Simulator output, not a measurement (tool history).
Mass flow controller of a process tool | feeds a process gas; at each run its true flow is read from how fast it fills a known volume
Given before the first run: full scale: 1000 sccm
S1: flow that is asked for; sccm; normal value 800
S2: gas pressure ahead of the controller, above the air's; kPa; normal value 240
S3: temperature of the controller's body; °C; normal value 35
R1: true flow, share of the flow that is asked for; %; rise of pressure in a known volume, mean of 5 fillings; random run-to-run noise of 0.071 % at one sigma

| run | hour | S1 | S2 | S3 | R1 |
|---|---|---|---|---|---|
| 1 | 0.0 | 800 | 240 | 35 | 100.31 |
| 2 | 78.5 | 800 | 240 | 35 | 100.33 |
| 3 | 163.4 | 865 | 240 | 35 | 100.41 |
| 4 | 237.8 | 865 | 146 | 35 | 101.17 |
| 5 | 349.3 | 865 | 146 | 35 | 101.04 |
| 6 | 491.7 | 800 | 240 | 35 | 100.39 |
| 7 | 645.9 | 800 | 240 | 35 | 100.49 |
| 8 | 737.8 | 800 | 240 | 35 | 100.44 |
| 9 | 879.3 | 800 | 240 | 35 | 100.32 |
| 10 | 950.0 | 800 | 240 | 35 | 100.28 |
| 11 | 1113.8 | 800 | 240 | 35 | 100.44 |
| 12 | 1266.0 | 800 | 240 | 22 | 99.29 |
| 13 | 1333.4 | 800 | 240 | 22 | 99.26 |
| 14 | 1486.3 | 800 | 167 | 35 | 101.02 |
| 15 | 1645.8 | 800 | 240 | 35 | 100.24 |
| 16 | 1799.9 | 800 | 279 | 35 | 100.20 |
| 17 | 1904.5 | 800 | 240 | 35 | 100.44 |
| 18 | 2034.1 | 800 | 240 | 35 | 100.44 |
| 19 | 2107.2 | 220 | 148 | 39 | 100.32 |
| 20 | 2207.3 | 199 | 193 | 23 | 98.61 |
| 21 | 2321.0 | 295 | 193 | 30 | 99.53 |
| 22 | 2399.8 | 295 | 193 | 30 | 99.57 |
| 23 | 2526.2 | 267 | 236 | 29 | 99.01 |
| 24 | 2664.8 | 241 | 180 | 35 | 99.81 |
| 25 | 2752.6 | 161 | 216 | 35 | 98.90 |
| 26 | 2820.3 | 190 | 170 | 21 | 98.50 |
| 27 | 2895.9 | 393 | 170 | 21 | 99.14 |
| 28 | 3032.4 | 393 | 170 | 21 | 99.22 |
| 29 | 3124.4 | 393 | 170 | 21 | 99.20 |
| 30 | 3255.2 | 323 | 170 | 36 | 100.34 |
| 31 | 3421.0 | 800 | 165 | 21 | 99.91 |
| 32 | 3556.3 | 800 | 151 | 22 | 99.98 |
| 33 | 3647.6 | 176 | 175 | 21 | 98.01 |
| 34 | 3759.0 | 176 | 175 | 21 | 98.10 |

The logged runs with the hidden state left out (each run's random variation unchanged):
The hidden state here: flow at rest that the sensor doesn't see, % of full scale; true flow over the shown one, %; drift of the gauge itself on true_pct, %.
| run | R1 |
|---|---|
| 1 | 100.36 |
| 2 | 100.37 |
| 3 | 100.43 |
| 4 | 101.19 |
| 5 | 101.05 |
| 6 | 100.42 |
| 7 | 100.52 |
| 8 | 100.46 |
| 9 | 100.34 |
| 10 | 100.30 |
| 11 | 100.45 |
| 12 | 99.29 |
| 13 | 99.27 |
| 14 | 101.02 |
| 15 | 100.24 |
| 16 | 100.19 |
| 17 | 100.43 |
| 18 | 100.42 |
| 19 | 101.12 |
| 20 | 99.54 |
| 21 | 100.05 |
| 22 | 100.09 |
| 23 | 99.63 |
| 24 | 100.55 |
| 25 | 100.20 |
| 26 | 99.56 |
| 27 | 99.46 |
| 28 | 99.53 |
| 29 | 99.53 |
| 30 | 100.82 |
| 31 | 99.85 |
| 32 | 99.92 |
| 33 | 99.30 |
| 34 | 99.40 |
